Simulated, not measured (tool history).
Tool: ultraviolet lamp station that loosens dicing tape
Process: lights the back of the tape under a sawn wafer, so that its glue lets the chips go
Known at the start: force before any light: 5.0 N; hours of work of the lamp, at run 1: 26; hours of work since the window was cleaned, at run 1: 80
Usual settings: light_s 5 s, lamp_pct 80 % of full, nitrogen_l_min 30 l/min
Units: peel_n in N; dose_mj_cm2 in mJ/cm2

run	day	light_s	lamp_pct	nitrogen_l_min	hours of work of the lamp	hours of work since the window was cleaned	peel_n	dose_mj_cm2
1	0.000	5	80	30	26	80	0.193	330
2	0.954	5	80	30	37	91	0.188	329
3	1.912	5	80	30	48	102	0.192	327
4	2.754	5	80	30	58	112	0.187	328
5	3.779	5	80	30	70	124	0.173	327
6	4.842	5	80	30	82	136	0.182	328
7	5.350	5	80	30	88	142	0.181	328
8	6.392	5	80	30	100	154	0.182	326
9	6.983	5	80	30	107	161	0.179	328
10	7.471	8	64	52	113	167	0.102	423

The next listed run, before its measurement:
11	8.196	5	94	25	121	175	?	?

{"run 11": {"peel_n": 0.164, "dose_mj_cm2": 384}}
Without the tool's hidden state the same run would have given peel_n 0.164 N, dose_mj_cm2 384 mJ/cm2.
